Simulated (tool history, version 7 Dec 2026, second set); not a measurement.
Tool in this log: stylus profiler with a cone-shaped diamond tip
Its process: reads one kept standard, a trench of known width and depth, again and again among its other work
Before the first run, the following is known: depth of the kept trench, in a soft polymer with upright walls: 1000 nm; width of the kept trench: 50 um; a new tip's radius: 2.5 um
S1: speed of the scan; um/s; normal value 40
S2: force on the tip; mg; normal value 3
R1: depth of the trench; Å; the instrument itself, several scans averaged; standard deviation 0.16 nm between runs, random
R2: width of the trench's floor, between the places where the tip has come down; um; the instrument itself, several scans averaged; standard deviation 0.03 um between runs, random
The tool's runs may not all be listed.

run	hour	S1	S2	R1	R2
1	0	40	3	10084.7	45.75
2	51.2	40	3	10082.5	45.83
3	87.5	40	3	10084.6	45.79
4	132.1	40	3	10082.1	45.84
5	157.5	40	2.58	10074.5	45.76
6	194.9	40	2.58	10074.8	45.82
7	227.6	14	1.7	10055.9	45.89
8	258.6	40	3.52	10092.1	45.87
9	306.4	58	1.33	10050.5	45.58
10	350.8	13	3.95	10100.3	45.92
11	383.1	29	3	10083.6	45.84

Branching from run 11: 3 alternative next runs. What would each branch give?
A	409	18	1.38	?	?
B	409	15	2.42	?	?
C	409	40	1.82	?	?

run	R1	R2
A	10049.3	45.86
B	10072.3	45.93
C	10058.7	45.76
Without the tool's hidden state the same runs would have given:
run	R1	R2
A	10049.4	45.86
B	10072.4	45.93
C	10058.8	45.76

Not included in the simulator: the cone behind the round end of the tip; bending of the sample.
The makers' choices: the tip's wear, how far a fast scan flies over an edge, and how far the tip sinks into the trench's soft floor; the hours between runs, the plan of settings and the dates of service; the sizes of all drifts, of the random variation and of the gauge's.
